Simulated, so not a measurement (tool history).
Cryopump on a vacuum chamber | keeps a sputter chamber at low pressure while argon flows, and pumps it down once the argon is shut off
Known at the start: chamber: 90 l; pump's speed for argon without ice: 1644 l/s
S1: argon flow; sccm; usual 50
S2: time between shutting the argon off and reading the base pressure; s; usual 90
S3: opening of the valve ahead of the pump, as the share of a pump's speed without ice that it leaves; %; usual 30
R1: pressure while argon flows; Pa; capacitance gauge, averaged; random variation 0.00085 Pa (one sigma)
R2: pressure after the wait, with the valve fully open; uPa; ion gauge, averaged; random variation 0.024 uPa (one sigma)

run	hour	S1	S2	S3	R1	R2
1	0	50	90	30	0.1738	1.65
2	21.3	50	90	47	0.1113	1.66
3	35.7	50	90	47	0.1119	1.65
4	63.5	50	90	30	0.1746	1.68
5	80.7	50	169	30	0.1746	1.39
6	108.5	50	169	30	0.1752	1.43
7	140.1	50	169	30	0.1735	1.39
8	167.1	50	81	30	0.1744	1.85
9	198.5	50	81	30	0.1769	1.92
10	213.2	50	81	30	0.1774	1.92
11	232.4	50	81	30	0.1769	1.97
12	257.3	70	81	30	0.2492	1.97
13	284.8	70	81	30	0.251	2
14	314.1	50	90	30	0.1791	1.95
15	335.5	50	90	18	0.2951	2.04
16	349.6	51	197	38	0.1458	1.66
17	378.1	54	94	59	0.1054	2.03
18	410	24	32	59	0.047	3.35
19	427.1	24	177	30	0.0873	1.81
20	460.8	27	90	39	0.0764	2.13
21	478.7	50	90	17	0.3141	2.19
22	512.9	30	31	30	0.1112	3.62

The next listed run, before its measurement:
23	546.9	30	31	30	?	?

{"run 23": {"R1": 0.1123, "R2": 3.47}}
Without the tool's hidden state the same run would have given R1 0.1031 Pa, R2 2.08 uPa.
